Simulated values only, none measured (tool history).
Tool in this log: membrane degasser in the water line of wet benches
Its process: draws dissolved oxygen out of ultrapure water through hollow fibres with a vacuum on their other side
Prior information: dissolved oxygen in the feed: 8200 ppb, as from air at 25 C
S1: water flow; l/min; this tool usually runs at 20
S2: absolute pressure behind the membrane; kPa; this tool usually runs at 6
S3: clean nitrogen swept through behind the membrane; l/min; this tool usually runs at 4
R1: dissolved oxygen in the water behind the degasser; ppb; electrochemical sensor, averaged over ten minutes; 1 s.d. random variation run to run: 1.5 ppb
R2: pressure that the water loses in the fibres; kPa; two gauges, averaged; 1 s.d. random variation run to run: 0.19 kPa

run,hour,S1,S2,S3,R1,R2
1,0,20,6,4,146.3,41.46
2,70.4,20,6,4,144.8,42
# hour 139.9: vacuum gauge calibrated
3,161.7,20,6,4,145.2,41.42
4,254.3,20,6,4,146.4,41.85
5,297.6,20,6,4,142.6,41.76
6,371.4,20,6,4,143.9,42.02
7,428.7,20,13.94,4,238.1,41.91
8,524.1,20,13.94,4,235.5,42.03
9,622.1,20,13.94,2.14,337.2,42.19
10,703.7,20,13.94,2.14,338.9,42.02
11,756,20,13.94,2.14,335.8,41.91
12,802.2,20,8.35,4,172,42.47
13,885.4,20,8.35,4,169.6,41.83
14,976.7,20,6,4,143.1,42
15,1042,20,6,4,146.9,41.71
16,1099.1,17,6,4,101.4,35.87
17,1192.8,17,6,4,100.1,35.73
18,1260.6,21,7.12,4,176.7,44.3
19,1358.2,21,7.12,4,173.7,44.43
20,1437.5,16,7.12,2.89,112.2,33.94
21,1511.1,16,7.12,2.89,114.1,33.93
22,1599,16,10.65,7.74,99.8,33.92
23,1664.5,20,10.16,3.4,205.8,42.17
24,1742.7,20,6.37,3.4,155.9,42.62

Run 25 comes next. What will it give?
# hour 1781: gauge calibrated
25,1798.3,20,6.55,4,?,?

R1: 151.7 ppb
R2: 41.5 kPa
Take away the tool's hidden state, keep the run-to-run variation as it was, and the same run would have given R1 151.3 ppb, R2 41.45 kPa.

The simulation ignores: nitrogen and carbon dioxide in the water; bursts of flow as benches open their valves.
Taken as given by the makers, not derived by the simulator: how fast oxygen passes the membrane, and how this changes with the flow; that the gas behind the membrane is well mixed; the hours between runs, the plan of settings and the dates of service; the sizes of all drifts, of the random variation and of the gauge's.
